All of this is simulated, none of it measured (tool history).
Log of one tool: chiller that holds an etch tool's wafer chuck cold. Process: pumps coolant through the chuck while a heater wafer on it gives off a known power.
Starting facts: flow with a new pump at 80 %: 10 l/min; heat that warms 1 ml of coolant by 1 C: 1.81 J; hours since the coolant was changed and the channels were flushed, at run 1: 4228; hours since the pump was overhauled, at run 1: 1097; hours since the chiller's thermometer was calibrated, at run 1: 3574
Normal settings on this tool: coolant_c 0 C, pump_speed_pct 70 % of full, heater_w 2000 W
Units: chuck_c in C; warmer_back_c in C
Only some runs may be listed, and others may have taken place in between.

| run | hour | coolant_c | pump_speed_pct | heater_w | hours since the coolant was changed and the channels were flushed | hours since the pump was overhauled | hours since the chiller's thermometer was calibrated | chuck_c | warmer_back_c |
|---|---|---|---|---|---|---|---|---|---|
| 1 | 0 | 0 | 70 | 2000 | 4228 | 1097 | 3574 | 23.6 | 7.71 |
| 2 | 16.4 | 0 | 82 | 2000 | 4244 | 1113 | 3591 | 21.1 | 6.45 |
| 3 | 52 | 0 | 82 | 2000 | 4280 | 1149 | 3626 | 21 | 6.37 |
| 4 | 86.6 | 0 | 70 | 2000 | 4314 | 1183 | 3661 | 23.6 | 7.66 |
| 5 | 115.6 | 0 | 70 | 2679 | 4343 | 1213 | 3690 | 31.4 | 10.18 |
| 6 | 143.2 | -5 | 70 | 2000 | 4371 | 1240 | 3718 | 18.4 | 7.6 |
| 7 | 181 | -5 | 70 | 2000 | 4409 | 1278 | 3755 | 18.6 | 7.55 |
| 8 | 200.4 | -5 | 70 | 2000 | 4428 | 1297 | 3775 | 18.5 | 7.52 |
| 9 | 235.8 | 5 | 70 | 2000 | 4464 | 1333 | 3810 | 28.5 | 7.51 |
| 10 | 261 | 5 | 70 | 2000 | 4489 | 1358 | 3835 | 28.4 | 7.55 |
| 11 | 282 | 5 | 70 | 2000 | 4510 | 1379 | 3856 | 28.4 | 7.5 |
| 12 | 308.5 | 5 | 70 | 2000 | 4536 | 1405 | 3883 | 28.4 | 7.54 |
| 13 | 337.7 | 5 | 70 | 2000 | 4566 | 1435 | 3912 | 28.5 | 7.44 |
| 14 | 356.2 | 0 | 70 | 2000 | 4584 | 1453 | 3931 | 23.4 | 7.42 |
| 15 | 392.9 | 0 | 70 | 2000 | 4621 | 1490 | 3967 | 23.7 | 7.53 |

Predict the results of run 16:
| 16 | 423.4 | 0 | 70 | 2000 | 4651 | 1520 | 3998 | ? | ? |

{"run 16": {"chuck_c": 23.5, "warmer_back_c": 7.49}}
Had the tool carried no hidden state, the very same run would have given chuck_c 23.5 C, warmer_back_c 7.75 C.
